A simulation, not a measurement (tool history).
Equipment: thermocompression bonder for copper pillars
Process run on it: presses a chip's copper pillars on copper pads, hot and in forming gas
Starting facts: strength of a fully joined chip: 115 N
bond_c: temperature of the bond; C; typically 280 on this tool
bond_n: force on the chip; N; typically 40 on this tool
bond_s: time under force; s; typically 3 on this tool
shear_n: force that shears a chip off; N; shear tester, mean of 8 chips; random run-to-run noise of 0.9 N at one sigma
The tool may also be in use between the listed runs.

run	hour	bond_c	bond_n	bond_s	shear_n
1	0	280	40	3	66.6
2	84.2	280	40	3	64.8
# hour 120.1: heater calibrated with a thermocouple chip
3	139.2	280	40	3	68.9
4	197.1	307	40	3	84.4
# hour 267.3: forming gas filter changed
5	278	307	40	3	90.7
6	363	307	40	3	90.6
7	418	269	35	4	66.2
8	466.5	264	31	3	52.9
9	550.8	264	31	3	51.3
10	634.2	252	27	3	39.2
11	694.5	280	40	3	70.2

Table of differences, measured result less the result of that run with no hidden state. Run-to-run variation is the same in both. Gauge scatter possibly is not:
The tool's hidden condition here consists of: true temperature of the bond over the reading, C; force that reaches the chip, % of what is set; oxide that the forming gas leaves, % of the face; drift of the gauge itself on shear_n, %.
run	shear_n
1	-9.1
2	-9.7
3	-7.4
4	-9.4
5	-1.3
6	-2.2
7	-2.8
8	-2.8
9	-3.4
10	-3.3
11	-5.4
